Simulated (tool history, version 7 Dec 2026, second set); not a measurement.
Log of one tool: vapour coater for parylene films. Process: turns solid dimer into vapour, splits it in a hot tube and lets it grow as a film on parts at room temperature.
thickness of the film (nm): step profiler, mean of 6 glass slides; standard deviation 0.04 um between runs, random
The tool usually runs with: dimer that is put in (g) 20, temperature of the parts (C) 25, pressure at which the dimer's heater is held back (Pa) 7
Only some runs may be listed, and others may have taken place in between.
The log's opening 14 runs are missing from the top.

run	hour	dimer that is put in (g)	temperature of the parts (C)	pressure at which the dimer's heater is held back (Pa)	thickness of the film (nm)
15	272.5	20	25	10.02	3500
16	293.5	20	25	7	3780
17	315.3	20	25	7	3740
18	329.1	11	19	4.02	2860
19	354	11	29	4.02	1950
20	379.9	11	29	4.02	1950
21	402.3	34	28	10.08	4830
# hour 430.6: trap's valve overhauled
22	430.7	30	25	4.91	6740
23	447.2	20	21	7	5050
24	461.6	20	21	7	5040
25	472.3	10	17	2.79	2910
26	491.7	9	25	4.11	2100
27	505	15	30	8.84	2310
28	519.8	10	20	4.35	2840
29	544.3	20	36	8.43	2270
30	569.5	20	36	8.43	2280
31	582.9	20	25	3.57	4750
32	608.6	26	25	3.62	5980
33	623.3	20	25	11.27	3590

Branching from run 33: 3 alternative next runs. What would each branch give?
A	634.5	34	18	2.94	?
B	634.5	14	17	3.23	?
C	634.5	20	29	3.64	?

run	thickness of the film (nm)
A	9490
B	3930
C	3810
What these runs would have given with no unlogged condition in the tool:
run	thickness of the film (nm)
A	10080
B	4170
C	4120
